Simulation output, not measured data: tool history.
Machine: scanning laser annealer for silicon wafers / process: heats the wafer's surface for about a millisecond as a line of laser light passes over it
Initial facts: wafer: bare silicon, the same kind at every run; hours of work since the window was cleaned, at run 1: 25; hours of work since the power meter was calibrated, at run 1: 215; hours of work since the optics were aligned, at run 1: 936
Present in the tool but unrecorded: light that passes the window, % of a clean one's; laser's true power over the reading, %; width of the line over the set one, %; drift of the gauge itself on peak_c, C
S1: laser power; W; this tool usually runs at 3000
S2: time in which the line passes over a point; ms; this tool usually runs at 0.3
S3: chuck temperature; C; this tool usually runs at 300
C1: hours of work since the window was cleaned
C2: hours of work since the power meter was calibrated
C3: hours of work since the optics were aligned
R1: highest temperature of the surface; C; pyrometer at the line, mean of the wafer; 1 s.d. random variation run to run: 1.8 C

{"run": 1, "hour": 0.0, "S1": 3000, "S2": 0.3, "S3": 300, "C1": 25, "C2": 215, "C3": 936, "R1": 1052}
{"run": 2, "hour": 9.4, "S1": 3000, "S2": 0.3, "S3": 300, "C1": 29, "C2": 219, "C3": 940, "R1": 1052}
{"run": 3, "hour": 21.5, "S1": 3000, "S2": 0.3, "S3": 280, "C1": 34, "C2": 224, "C3": 946, "R1": 1037}
{"run": 4, "hour": 32.2, "S1": 3000, "S2": 0.3, "S3": 300, "C1": 39, "C2": 229, "C3": 951, "R1": 1050}
{"run": 5, "hour": 40.8, "S1": 3000, "S2": 0.3, "S3": 300, "C1": 43, "C2": 233, "C3": 955, "R1": 1053}
{"run": 6, "hour": 53.3, "S1": 3000, "S2": 0.3, "S3": 300, "C1": 49, "C2": 239, "C3": 960, "R1": 1055}
{"run": 7, "hour": 61.3, "S1": 3000, "S2": 0.3, "S3": 300, "C1": 52, "C2": 242, "C3": 964, "R1": 1051}
{"run": 8, "hour": 68.6, "S1": 2631, "S2": 0.3, "S3": 300, "C1": 56, "C2": 246, "C3": 967, "R1": 966}
{"run": 9, "hour": 75.2, "S1": 2631, "S2": 0.3, "S3": 300, "C1": 59, "C2": 249, "C3": 970, "R1": 969}
{"run": 10, "hour": 88.7, "S1": 2631, "S2": 0.3, "S3": 300, "C1": 65, "C2": 255, "C3": 976, "R1": 969}
{"run": 11, "hour": 96.9, "S1": 2631, "S2": 0.3, "S3": 300, "C1": 68, "C2": 258, "C3": 980, "R1": 965}
{"run": 12, "hour": 111.9, "S1": 2631, "S2": 0.28, "S3": 300, "C1": 75, "C2": 265, "C3": 987, "R1": 938}
{"run": 13, "hour": 119.0, "S1": 3130, "S2": 0.264, "S3": 301, "C1": 78, "C2": 268, "C3": 990, "R1": 1026}
{"run": 14, "hour": 126.5, "S1": 3130, "S2": 0.264, "S3": 301, "C1": 82, "C2": 272, "C3": 993, "R1": 1028}
{"run": 15, "hour": 135.1, "S1": 3130, "S2": 0.264, "S3": 304, "C1": 86, "C2": 276, "C3": 997, "R1": 1029}
{"run": 16, "hour": 143.0, "S1": 3130, "S2": 0.264, "S3": 304, "C1": 89, "C2": 279, "C3": 1001, "R1": 1030}
{"run": 17, "hour": 153.9, "S1": 2766, "S2": 0.213, "S3": 314, "C1": 94, "C2": 284, "C3": 1006, "R1": 889}
{"run": 18, "hour": 164.9, "S1": 2943, "S2": 0.261, "S3": 300, "C1": 99, "C2": 289, "C3": 1011, "R1": 984}
{"run": 19, "hour": 174.4, "S1": 3114, "S2": 0.217, "S3": 300, "C1": 103, "C2": 293, "C3": 1015, "R1": 951}
{"run": 20, "hour": 186.5, "S1": 3000, "S2": 0.3, "S3": 324, "C1": 109, "C2": 299, "C3": 1020, "R1": 1074}
{"run": 21, "hour": 196.5, "S1": 3000, "S2": 0.3, "S3": 324, "C1": 113, "C2": 303, "C3": 1025, "R1": 1076}
{"run": 22, "hour": 210.9, "S1": 3000, "S2": 0.228, "S3": 284, "C1": 120, "C2": 310, "C3": 1031, "R1": 928}
{"run": 23, "hour": 218.2, "S1": 3000, "S2": 0.228, "S3": 284, "C1": 123, "C2": 313, "C3": 1035, "R1": 926}
{"run": 24, "hour": 226.7, "S1": 3000, "S2": 0.228, "S3": 284, "C1": 127, "C2": 317, "C3": 1039, "R1": 927}

3 options for the next run, each taken on its own from the tool as it stands now. Forecast them:
{"run": "A", "hour": 237.5, "S1": 2963, "S2": 0.357, "S3": 300, "C1": 132, "C2": 322, "C3": 1043, "R1": "?"}
{"run": "B", "hour": 237.5, "S1": 2565, "S2": 0.3, "S3": 300, "C1": 132, "C2": 322, "C3": 1043, "R1": "?"}
{"run": "C", "hour": 237.5, "S1": 3102, "S2": 0.273, "S3": 284, "C1": 132, "C2": 322, "C3": 1043, "R1": "?"}

run=A R1=1117
run=B R1=946
run=C R1=1016
Had the tool no hidden state, the same runs would have come out as:
run=A R1=1135
run=B R1=961
run=C R1=1033
